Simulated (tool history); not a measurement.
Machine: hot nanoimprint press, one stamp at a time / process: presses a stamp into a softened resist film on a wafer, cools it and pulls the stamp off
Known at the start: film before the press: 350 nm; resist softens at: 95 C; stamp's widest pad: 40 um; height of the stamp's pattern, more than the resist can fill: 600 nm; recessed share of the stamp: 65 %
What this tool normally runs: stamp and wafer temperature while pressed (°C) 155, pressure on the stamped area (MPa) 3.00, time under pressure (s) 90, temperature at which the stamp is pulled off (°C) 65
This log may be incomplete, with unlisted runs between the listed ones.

run,hour,stamp and wafer temperature while pressed (°C),pressure on the stamped area (MPa),time under pressure (s),temperature at which the stamp is pulled off (°C),resist left under the stamp's widest pad (Å),greatest force while the stamp is pulled off (N)
1,0.0,155,3.00,90,65,1420,94
# hour 36.8: stamp cleaned and given a new release coat
2,38.4,155,3.00,100,65,1373,93
3,74.7,155,3.00,156,65,1145,96
4,110.6,155,3.00,156,65,1140,89
5,154.6,155,3.00,156,65,1146,89
6,211.9,155,3.00,90,65,1413,90
7,250.7,155,3.00,90,65,1413,93
8,309.5,155,3.00,90,65,1415,94
9,362.4,155,3.00,90,65,1421,96
10,405.8,155,3.00,90,65,1417,95
11,437.6,155,3.00,90,65,1412,92
12,481.0,155,3.00,90,65,1408,93
13,504.9,155,3.00,90,65,1409,95
# hour 512.5: plate thermocouple calibrated
14,559.1,155,3.00,90,65,1414,94
15,588.9,155,3.00,90,65,1407,95
16,633.2,155,3.00,90,65,1397,94
17,669.9,148,3.30,75,72,2094,86
18,722.8,148,3.30,75,72,2090,86
# hour 751.6: stamp cleaned and given a new release coat
19,764.3,148,3.30,75,72,2074,83
# hour 774.9: gauge calibrated
20,802.3,143,2.70,144,65,2404,95
21,845.4,143,2.70,144,65,2400,93
22,875.4,164,3.00,90,51,857,112
23,916.7,155,4.58,90,66,1155,90
24,954.1,155,4.58,103,66,1090,95

Estimate the outcome of run 25 from the log above:
25,989.8,155,3.94,46,65,?,?

Run 25 gave resist left under the stamp's widest pad (Å) 1608, greatest force while the stamp is pulled off (N) 96.
The same run, on a tool lacking any hidden state, would have yielded resist left under the stamp's widest pad (Å) 1617, greatest force while the stamp is pulled off (N) 95.
